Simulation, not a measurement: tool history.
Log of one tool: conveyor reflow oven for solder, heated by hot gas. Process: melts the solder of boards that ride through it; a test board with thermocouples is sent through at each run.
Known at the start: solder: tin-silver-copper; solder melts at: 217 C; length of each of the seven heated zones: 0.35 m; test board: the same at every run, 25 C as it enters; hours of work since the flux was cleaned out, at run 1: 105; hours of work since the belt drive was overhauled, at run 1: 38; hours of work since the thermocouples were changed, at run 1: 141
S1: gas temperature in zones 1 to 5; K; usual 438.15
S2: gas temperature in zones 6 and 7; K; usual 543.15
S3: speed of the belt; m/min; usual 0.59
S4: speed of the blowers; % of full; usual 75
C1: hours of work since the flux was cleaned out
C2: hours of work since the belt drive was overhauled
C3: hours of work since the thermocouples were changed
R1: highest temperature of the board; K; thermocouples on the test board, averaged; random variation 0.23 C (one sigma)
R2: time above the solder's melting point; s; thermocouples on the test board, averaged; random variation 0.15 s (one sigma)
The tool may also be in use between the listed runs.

Run 1, hour 0: usual settings; C1 105; C2 38; C3 141. Result: R1 531.25 K, R2 55.3 s.
Run 2, hour 4.2: usual settings but S2 533.15 K; C1 107; C2 41; C3 144. Result: R1 521.55 K, R2 49.9 s.
Run 3, hour 12.6: usual settings but S2 533.15 K; C1 112; C2 46; C3 149. Result: R1 522.05 K, R2 49.9 s.
Run 4, hour 16.8: usual settings but S2 556.15 K; C1 115; C2 48; C3 151. Result: R1 543.15 K, R2 61.2 s.
Run 5, hour 25.4: usual settings but S2 556.15 K; C1 120; C2 53; C3 156. Result: R1 543.15 K, R2 61.3 s.
Run 6, hour 30.4: usual settings but S2 556.15 K; C1 123; C2 56; C3 159. Result: R1 543.15 K, R2 61.2 s.
Run 7, hour 38.5: usual settings but S2 556.15 K; C1 127; C2 61; C3 164. Result: R1 543.15 K, R2 60.9 s.
Run 8, hour 47.7: usual settings but S2 556.15 K; C1 133; C2 66; C3 170. Result: R1 542.65 K, R2 61.3 s.
Run 9, hour 55: usual settings but S2 556.15 K; C1 137; C2 71; C3 174. Result: R1 543.25 K, R2 61.3 s.
Run 10, hour 62.1: usual settings but S2 556.15 K; C1 141; C2 75; C3 178. Result: R1 542.65 K, R2 60.9 s.
Run 11, hour 66.2: usual settings but S2 556.15 K; C1 144; C2 77; C3 181. Result: R1 542.75 K, R2 61.1 s.
Run 12, hour 75.4: usual settings but S2 556.15 K; C1 149; C2 83; C3 186. Result: R1 542.65 K, R2 60.8 s.
Run 13, hour 82: usual settings but S2 556.15 K; C1 153; C2 87; C3 190. Result: R1 543.15 K, R2 61 s.
Run 14, hour 90.9: usual settings but S2 556.15 K; C1 158; C2 92; C3 195. Result: R1 542.75 K, R2 61 s.
Run 15, hour 100.1: usual settings but S4 66 % of full; C1 164; C2 97; C3 201. Result: R1 529.25 K, R2 53.6 s.

Run 16 comes next. What will it give?
Run 16, hour 105.5: usual settings but S2 541.15 K, S3 0.51 m/min, S4 66 % of full; C1 167; C2 100; C3 204. Result: R1 ?, R2 ?.

R1: 530.55 K
R2: 64.9 s
Without the tool's hidden state the same run would have given R1 531.35 K, R2 65.3 s.
